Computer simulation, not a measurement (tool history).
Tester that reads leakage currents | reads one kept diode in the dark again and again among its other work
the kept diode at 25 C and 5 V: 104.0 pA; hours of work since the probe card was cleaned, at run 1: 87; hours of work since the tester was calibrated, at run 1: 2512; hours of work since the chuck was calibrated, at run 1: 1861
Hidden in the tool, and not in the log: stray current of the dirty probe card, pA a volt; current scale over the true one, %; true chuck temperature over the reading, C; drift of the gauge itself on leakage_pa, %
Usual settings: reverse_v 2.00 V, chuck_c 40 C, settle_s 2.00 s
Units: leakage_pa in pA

run,hour,reverse_v,chuck_c,settle_s,hours of work since the probe card was cleaned,hours of work since the tester was calibrated,hours of work since the chuck was calibrated,leakage_pa
1,0.0,2.00,40,2.00,87,2512,1861,266.08
2,110.7,2.00,40,0.60,166,2592,1940,266.18
3,190.7,2.00,40,2.00,223,2649,1997,265.16
4,269.6,2.00,40,2.00,280,2705,2053,264.79
5,366.5,2.00,40,2.00,349,2774,2123,264.83
6,447.8,2.00,40,2.00,407,2833,2181,262.64
7,498.9,2.00,40,2.00,444,2869,2217,265.20
8,574.6,2.00,40,2.00,498,2923,2272,264.52
9,655.5,2.00,40,2.00,556,2981,2329,262.66
10,704.9,2.00,40,2.00,591,3016,2365,262.20
11,779.8,2.00,40,2.00,645,3070,2418,261.33
# hour 868.4: chuck's temperature calibrated
12,877.9,2.00,40,2.00,713,3139,7,281.14
13,957.4,2.00,40,2.00,770,3196,64,279.00
14,1056.2,2.00,40,2.00,841,3266,134,279.76
15,1130.5,2.00,40,2.00,894,3319,187,277.52
16,1215.9,2.00,40,2.00,955,3380,248,278.70
17,1287.3,7.68,34,2.00,1006,3431,299,283.09
18,1402.5,5.87,37,6.53,1088,3514,382,328.76
19,1502.4,5.87,37,6.53,1160,3585,453,329.45
20,1597.2,5.87,37,6.53,1228,3653,521,328.50
21,1649.2,7.05,28,4.84,1265,3690,558,159.91
22,1722.1,13.48,40,4.74,1317,3742,610,587.38
23,1801.8,13.48,40,4.74,1374,3799,667,589.14
24,1857.9,13.48,40,4.74,1414,3839,707,585.57
25,1928.9,8.84,57,2.00,1465,3890,758,1924.42
26,2035.3,8.84,57,2.00,1541,3966,834,1920.78
27,2151.9,8.84,57,2.00,1624,4050,918,1915.59
28,2212.9,8.84,49,2.32,1668,4093,961,1035.52
29,2273.9,8.84,49,2.32,1711,4137,1005,1031.66

Forecast each of these 4 alternatives for the next run:
A,2365.9,5.76,48,0.34,1777,4203,1071,?
B,2365.9,6.19,40,0.69,1777,4203,1071,?
C,2365.9,2.00,39,2.00,1777,4203,1071,?
D,2365.9,2.00,57,1.63,1777,4203,1071,?

run,leakage_pa
A,806.30
B,428.20
C,252.24
D,1063.83
Without the tool's hidden state the same runs would have given:
run,leakage_pa
A,808.22
B,428.50
C,253.17
D,1067.44
